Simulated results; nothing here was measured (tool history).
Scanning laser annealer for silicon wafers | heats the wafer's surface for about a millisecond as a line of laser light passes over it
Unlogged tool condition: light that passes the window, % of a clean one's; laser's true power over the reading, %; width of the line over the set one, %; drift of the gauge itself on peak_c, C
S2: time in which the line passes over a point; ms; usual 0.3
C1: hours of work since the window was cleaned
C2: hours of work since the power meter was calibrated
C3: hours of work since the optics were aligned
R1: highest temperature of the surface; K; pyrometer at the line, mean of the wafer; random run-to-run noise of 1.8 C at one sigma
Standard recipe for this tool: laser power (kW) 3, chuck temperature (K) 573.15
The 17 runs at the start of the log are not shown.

{"run": 18, "hour": 245.5, "laser power (kW)": 3, "S2": 0.3, "chuck temperature (K)": 600.15, "C1": 65, "C2": 270, "C3": 250, "R1": 1343.15}
{"run": 19, "hour": 253.7, "laser power (kW)": 3, "S2": 0.3, "chuck temperature (K)": 600.15, "C1": 69, "C2": 274, "C3": 253, "R1": 1343.15}
{"run": 20, "hour": 263.1, "laser power (kW)": 3, "S2": 0.222, "chuck temperature (K)": 573.15, "C1": 73, "C2": 278, "C3": 258, "R1": 1221.15}
{"run": 21, "hour": 279.5, "laser power (kW)": 3, "S2": 0.222, "chuck temperature (K)": 573.15, "C1": 80, "C2": 285, "C3": 265, "R1": 1222.15}
{"run": 22, "hour": 296.6, "laser power (kW)": 3, "S2": 0.222, "chuck temperature (K)": 573.15, "C1": 88, "C2": 293, "C3": 273, "R1": 1222.15}
{"run": 23, "hour": 309.6, "laser power (kW)": 3, "S2": 0.364, "chuck temperature (K)": 550.15, "C1": 94, "C2": 299, "C3": 279, "R1": 1365.15}
{"run": 24, "hour": 324.8, "laser power (kW)": 3, "S2": 0.265, "chuck temperature (K)": 549.15, "C1": 100, "C2": 306, "C3": 285, "R1": 1250.15}
{"run": 25, "hour": 337.3, "laser power (kW)": 2.967, "S2": 0.364, "chuck temperature (K)": 590.15, "C1": 106, "C2": 311, "C3": 291, "R1": 1393.15}
{"run": 26, "hour": 352.1, "laser power (kW)": 3.004, "S2": 0.364, "chuck temperature (K)": 600.15, "C1": 113, "C2": 318, "C3": 298, "R1": 1415.15}
{"run": 27, "hour": 362.0, "laser power (kW)": 3, "S2": 0.294, "chuck temperature (K)": 573.15, "C1": 117, "C2": 322, "C3": 302, "R1": 1309.15}
{"run": 28, "hour": 373.8, "laser power (kW)": 3, "S2": 0.3, "chuck temperature (K)": 594.15, "C1": 122, "C2": 328, "C3": 307, "R1": 1335.15}
{"run": 29, "hour": 383.6, "laser power (kW)": 3.088, "S2": 0.234, "chuck temperature (K)": 560.15, "C1": 127, "C2": 332, "C3": 312, "R1": 1241.15}
{"run": 30, "hour": 401.4, "laser power (kW)": 3.088, "S2": 0.234, "chuck temperature (K)": 560.15, "C1": 135, "C2": 340, "C3": 320, "R1": 1240.15}
{"run": 31, "hour": 418.5, "laser power (kW)": 3, "S2": 0.3, "chuck temperature (K)": 608.15, "C1": 142, "C2": 348, "C3": 327, "R1": 1347.15}
{"run": 32, "hour": 429.8, "laser power (kW)": 2.59, "S2": 0.3, "chuck temperature (K)": 608.15, "C1": 147, "C2": 353, "C3": 332, "R1": 1237.15}
{"run": 33, "hour": 442.8, "laser power (kW)": 2.59, "S2": 0.3, "chuck temperature (K)": 608.15, "C1": 153, "C2": 358, "C3": 338, "R1": 1237.15}
{"run": 34, "hour": 452.6, "laser power (kW)": 3, "S2": 0.3, "chuck temperature (K)": 607.15, "C1": 158, "C2": 363, "C3": 343, "R1": 1345.15}
{"run": 35, "hour": 461.5, "laser power (kW)": 3.234, "S2": 0.25, "chuck temperature (K)": 607.15, "C1": 162, "C2": 367, "C3": 347, "R1": 1345.15}
{"run": 36, "hour": 471.9, "laser power (kW)": 3.234, "S2": 0.25, "chuck temperature (K)": 607.15, "C1": 166, "C2": 372, "C3": 351, "R1": 1345.15}
{"run": 37, "hour": 483.1, "laser power (kW)": 2.559, "S2": 0.3, "chuck temperature (K)": 610.15, "C1": 171, "C2": 377, "C3": 356, "R1": 1228.15}
{"run": 38, "hour": 496.6, "laser power (kW)": 2.559, "S2": 0.365, "chuck temperature (K)": 533.15, "C1": 177, "C2": 383, "C3": 362, "R1": 1205.15}
{"run": 39, "hour": 509.8, "laser power (kW)": 3.089, "S2": 0.248, "chuck temperature (K)": 533.15, "C1": 183, "C2": 389, "C3": 368, "R1": 1229.15}
{"run": 40, "hour": 517.8, "laser power (kW)": 3.089, "S2": 0.248, "chuck temperature (K)": 533.15, "C1": 187, "C2": 392, "C3": 372, "R1": 1232.15}
{"run": 41, "hour": 534.0, "laser power (kW)": 3.034, "S2": 0.248, "chuck temperature (K)": 582.15, "C1": 194, "C2": 399, "C3": 379, "R1": 1265.15}

Forecast each of these 3 alternatives for the next run:
{"run": "A", "hour": 546.4, "laser power (kW)": 2.996, "S2": 0.365, "chuck temperature (K)": 595.15, "C1": 200, "C2": 405, "C3": 385, "R1": "?"}
{"run": "B", "hour": 546.4, "laser power (kW)": 3.279, "S2": 0.296, "chuck temperature (K)": 573.15, "C1": 200, "C2": 405, "C3": 385, "R1": "?"}
{"run": "C", "hour": 546.4, "laser power (kW)": 2.973, "S2": 0.311, "chuck temperature (K)": 577.15, "C1": 200, "C2": 405, "C3": 385, "R1": "?"}

run=A R1=1402.15
run=B R1=1383.15
run=C R1=1322.15
Take away the tool's hidden state, keep each run's random variation, and the runs would have read:
run=A R1=1422.15
run=B R1=1403.15
run=C R1=1341.15
